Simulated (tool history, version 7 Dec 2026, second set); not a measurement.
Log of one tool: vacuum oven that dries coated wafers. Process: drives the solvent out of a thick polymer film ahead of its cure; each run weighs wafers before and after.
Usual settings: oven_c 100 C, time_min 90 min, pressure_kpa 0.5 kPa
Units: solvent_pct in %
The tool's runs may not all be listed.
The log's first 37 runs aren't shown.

At hour 1688.4: oven's thermocouples calibrated.
Run 38, hour 1736.7: usual settings but oven_c 99 C, time_min 100 min, pressure_kpa 1.207 kPa. Result: solvent_pct 1.55 %.
Run 39, hour 1802.9: usual settings but oven_c 99 C, time_min 100 min, pressure_kpa 1.207 kPa. Result: solvent_pct 1.54 %.
Run 40, hour 1851.4: usual settings but oven_c 99 C, time_min 100 min, pressure_kpa 1.207 kPa. Result: solvent_pct 1.54 %.
Run 41, hour 1906.6: usual settings but oven_c 99 C, time_min 100 min, pressure_kpa 1.207 kPa. Result: solvent_pct 1.53 %.
Run 42, hour 1962.5: usual settings but oven_c 86 C, time_min 55 min, pressure_kpa 1.469 kPa. Result: solvent_pct 9.99 %.
Run 43, hour 2006.6: usual settings but oven_c 108 C, time_min 63 min, pressure_kpa 0.967 kPa. Result: solvent_pct 1.14 %.
Run 44, hour 2053.5: usual settings but oven_c 108 C, time_min 63 min, pressure_kpa 0.967 kPa. Result: solvent_pct 1.25 %.
Run 45, hour 2113.9: usual settings but time_min 55 min. Result: solvent_pct 3.51 %.
Run 46, hour 2179: usual settings but pressure_kpa 0.406 kPa. Result: solvent_pct 1.33 %.
Run 47, hour 2223.4: usual settings but oven_c 113 C, time_min 136 min, pressure_kpa 0.843 kPa. Result: solvent_pct 0.46 %.

Forecast each of these 3 alternatives for the next run:
Run A, hour 2281.4: usual settings but oven_c 86 C, time_min 136 min, pressure_kpa 0.609 kPa. Result: solvent_pct ?.
Run B, hour 2281.4: usual settings but oven_c 90 C, time_min 57 min, pressure_kpa 0.843 kPa. Result: solvent_pct ?.
Run C, hour 2281.4: usual settings but pressure_kpa 0.321 kPa. Result: solvent_pct ?.

run  solvent_pct
  A         3.63
  B         7.64
  C         1.34
Without the tool's hidden state the same runs would have given:
run  solvent_pct
  A         3.15
  B         7.27
  C         1.04
